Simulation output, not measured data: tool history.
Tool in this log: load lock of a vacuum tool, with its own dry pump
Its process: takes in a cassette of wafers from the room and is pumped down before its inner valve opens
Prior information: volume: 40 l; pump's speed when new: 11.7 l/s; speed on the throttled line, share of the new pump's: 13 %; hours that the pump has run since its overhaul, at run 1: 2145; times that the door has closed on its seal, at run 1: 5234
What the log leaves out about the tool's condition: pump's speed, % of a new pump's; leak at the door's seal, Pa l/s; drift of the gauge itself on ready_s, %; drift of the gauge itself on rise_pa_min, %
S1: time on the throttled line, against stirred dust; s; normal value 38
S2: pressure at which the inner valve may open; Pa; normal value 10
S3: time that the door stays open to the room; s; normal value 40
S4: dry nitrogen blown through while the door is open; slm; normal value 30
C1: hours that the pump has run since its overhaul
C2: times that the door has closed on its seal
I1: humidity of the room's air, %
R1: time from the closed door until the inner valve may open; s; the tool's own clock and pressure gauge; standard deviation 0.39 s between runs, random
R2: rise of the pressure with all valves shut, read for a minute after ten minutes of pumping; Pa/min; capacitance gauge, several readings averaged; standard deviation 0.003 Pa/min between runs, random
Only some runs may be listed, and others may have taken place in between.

run     day  S1  S2   S3  S4    C1    C2    I1    R1     R2
  1   0.000  38  10   40  30  2145  5234  43.7  66.6  0.062
  2   2.442  38  11   40  30  2204  5449  42.4  66.3  0.063
  3   5.133  38  11   40  30  2268  5686  42.9  66.3  0.075
  4   9.333  38  10   40  30  2369  6057  44.1  67.1  0.067
  5  12.558  38  10   40  30  2446  6341  45.7  67.0  0.070
  6  16.438  38  10   40  30  2540  6684  46.3  67.1  0.080
  7  18.988  41  10   40  30  2601  6908  43.9  69.8  0.075
  8  21.746  39  10   40  30  2667  7152  46.7  67.7  0.082
  9  26.088  38  10   40  30  2771  7535  44.4  67.1  0.081
 10  29.383  38  10   40  30  2850  7825  45.8  67.3  0.087
 11  34.992  38  10  201   6  2985  8320  46.8  67.1  0.158
 12  37.583  70  11   40   6  3047  8548  43.4  94.9  0.110
 13  40.075  70  17  123  37  3107  8768  42.1  93.5  0.112
 14  45.717  70  17  123  37  3242  9266  47.8  93.3  0.116

Estimate the outcome of run 15 from the log above:
 15  50.825  69   8  54  19  3365  9716  47.1   ?   ?

Logged for run 15: R1 95.1 s, R2 0.119 Pa/min.
If the tool had no hidden condition, the same run with the same run-to-run variation would have returned R1 92.6 s, R2 0.033 Pa/min.

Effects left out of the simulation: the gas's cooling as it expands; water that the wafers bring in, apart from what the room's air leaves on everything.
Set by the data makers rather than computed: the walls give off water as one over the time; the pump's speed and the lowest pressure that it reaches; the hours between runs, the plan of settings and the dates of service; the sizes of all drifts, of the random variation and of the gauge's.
